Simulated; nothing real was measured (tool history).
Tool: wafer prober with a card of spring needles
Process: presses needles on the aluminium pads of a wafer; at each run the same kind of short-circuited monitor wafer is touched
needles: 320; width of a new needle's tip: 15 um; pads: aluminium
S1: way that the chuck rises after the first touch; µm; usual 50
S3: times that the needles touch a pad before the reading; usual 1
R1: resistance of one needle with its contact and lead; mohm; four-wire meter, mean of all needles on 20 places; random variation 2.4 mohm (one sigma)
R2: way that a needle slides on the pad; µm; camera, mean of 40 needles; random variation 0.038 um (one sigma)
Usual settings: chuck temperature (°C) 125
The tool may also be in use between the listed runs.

run 1 hour=0.0 | S1=50 chuck_temperature_(°C)=125 S3=1 | R1=281 R2=13.20
run 2 hour=26.8 | S1=50 chuck_temperature_(°C)=125 S3=1 | R1=283 R2=13.21
-- hour=37.4 tips cleaned on abrasive film
run 3 hour=56.5 | S1=50 chuck_temperature_(°C)=125 S3=1 | R1=277 R2=13.20
run 4 hour=72.7 | S1=56 chuck_temperature_(°C)=125 S3=1 | R1=282 R2=14.83
-- hour=85.4 tips cleaned on abrasive film
run 5 hour=87.9 | S1=56 chuck_temperature_(°C)=34 S3=1 | R1=254 R2=14.77
run 6 hour=105.4 | S1=50 chuck_temperature_(°C)=125 S3=1 | R1=276 R2=13.22
run 7 hour=123.8 | S1=50 chuck_temperature_(°C)=125 S3=1 | R1=278 R2=13.22
-- hour=133.3 tips cleaned on abrasive film
run 8 hour=153.4 | S1=50 chuck_temperature_(°C)=125 S3=1 | R1=278 R2=13.24
run 9 hour=180.2 | S1=61 chuck_temperature_(°C)=125 S3=1 | R1=279 R2=16.11
-- hour=182.2 tips cleaned on abrasive film
run 10 hour=200.4 | S1=58 chuck_temperature_(°C)=83 S3=1 | R1=265 R2=15.30
run 11 hour=226.7 | S1=58 chuck_temperature_(°C)=83 S3=1 | R1=270 R2=15.42

The next listed run, before its measurement:
-- hour=230.8 tips cleaned on abrasive film
run 12 hour=250.1 | S1=58 chuck_temperature_(°C)=83 S3=1 | R1=? R2=?

R1: 266 mohm
R2: 15.39 µm
Without the tool's hidden state the same run would have given R1 265 mohm, R2 15.39 µm.
